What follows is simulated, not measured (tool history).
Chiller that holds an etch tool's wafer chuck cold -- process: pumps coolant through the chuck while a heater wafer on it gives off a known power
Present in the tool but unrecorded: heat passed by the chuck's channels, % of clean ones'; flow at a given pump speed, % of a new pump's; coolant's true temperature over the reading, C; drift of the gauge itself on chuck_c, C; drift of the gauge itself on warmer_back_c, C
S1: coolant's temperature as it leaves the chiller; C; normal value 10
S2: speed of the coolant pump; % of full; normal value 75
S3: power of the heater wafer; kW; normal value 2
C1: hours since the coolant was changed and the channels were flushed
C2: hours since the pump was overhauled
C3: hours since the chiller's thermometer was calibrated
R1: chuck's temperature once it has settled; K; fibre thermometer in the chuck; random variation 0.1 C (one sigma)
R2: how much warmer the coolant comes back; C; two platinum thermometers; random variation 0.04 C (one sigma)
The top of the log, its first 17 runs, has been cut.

{"run": 18, "hour": 1822.6, "S1": 10, "S2": 80, "S3": 1.707, "C1": 3485, "C2": 7126, "C3": 981, "R1": 306.55, "R2": 7.6}
{"run": 19, "hour": 1939.4, "S1": 10, "S2": 80, "S3": 2.494, "C1": 3602, "C2": 7243, "C3": 1098, "R1": 317.35, "R2": 11.04}
{"run": 20, "hour": 2058.3, "S1": 4, "S2": 75, "S3": 2, "C1": 3721, "C2": 7362, "C3": 1217, "R1": 306.15, "R2": 9.51}
{"run": 21, "hour": 2126.4, "S1": 18, "S2": 73, "S3": 2, "C1": 3789, "C2": 7430, "C3": 1285, "R1": 320.85, "R2": 9.73}
{"run": 22, "hour": 2197.4, "S1": 18, "S2": 73, "S3": 2, "C1": 3860, "C2": 7501, "C3": 1356, "R1": 320.85, "R2": 9.79}
{"run": 23, "hour": 2321.7, "S1": 9, "S2": 65, "S3": 1.595, "C1": 3984, "C2": 7625, "C3": 1480, "R1": 308.45, "R2": 8.79}
{"run": 24, "hour": 2443.0, "S1": 9, "S2": 87, "S3": 1.595, "C1": 4105, "C2": 7747, "C3": 1601, "R1": 302.75, "R2": 6.52}
{"run": 25, "hour": 2539.8, "S1": 10, "S2": 75, "S3": 1.13, "C1": 4202, "C2": 7843, "C3": 1698, "R1": 299.85, "R2": 5.47}
{"run": 26, "hour": 2620.9, "S1": 7, "S2": 92, "S3": 1.199, "C1": 4283, "C2": 7924, "C3": 1779, "R1": 295.35, "R2": 4.64}
{"run": 27, "hour": 2678.9, "S1": 7, "S2": 92, "S3": 1.199, "C1": 4341, "C2": 7982, "C3": 1837, "R1": 295.25, "R2": 4.56}
{"run": 28, "hour": 2776.6, "S1": 7, "S2": 92, "S3": 1.199, "C1": 4439, "C2": 8080, "C3": 1935, "R1": 295.35, "R2": 4.63}
{"run": 29, "hour": 2864.4, "S1": 7, "S2": 92, "S3": 1.199, "C1": 4527, "C2": 8168, "C3": 2023, "R1": 295.15, "R2": 4.64}
{"run": 30, "hour": 2933.5, "S1": 7, "S2": 61, "S3": 1.199, "C1": 4596, "C2": 8237, "C3": 2092, "R1": 301.15, "R2": 7.13}
{"hour": 2976.7, "done": "chiller's thermometer calibrated"}
{"run": 31, "hour": 3050.2, "S1": 13, "S2": 65, "S3": 1.737, "C1": 4712, "C2": 8353, "C3": 74, "R1": 314.65, "R2": 9.65}
{"run": 32, "hour": 3176.7, "S1": 13, "S2": 65, "S3": 1.737, "C1": 4838, "C2": 8479, "C3": 200, "R1": 314.95, "R2": 9.69}

What if the next run were any one of these 3? Each begins from the tool's condition after run 32:
{"run": "A", "hour": 3257.4, "S1": 2, "S2": 65, "S3": 1.769, "C1": 4919, "C2": 8560, "C3": 281, "R1": "?", "R2": "?"}
{"run": "B", "hour": 3257.4, "S1": 10, "S2": 75, "S3": 2, "C1": 4919, "C2": 8560, "C3": 281, "R1": "?", "R2": "?"}
{"run": "C", "hour": 3257.4, "S1": 5, "S2": 83, "S3": 2.876, "C1": 4919, "C2": 8560, "C3": 281, "R1": "?", "R2": "?"}

run=A R1=304.45 R2=9.84
run=B R1=312.55 R2=9.52
run=C R1=317.25 R2=12.4
Take away the tool's hidden state, keep each run's random variation, and the runs would have read:
run=A R1=301.35 R2=9.3
run=B R1=309.45 R2=9
run=C R1=313.05 R2=11.72
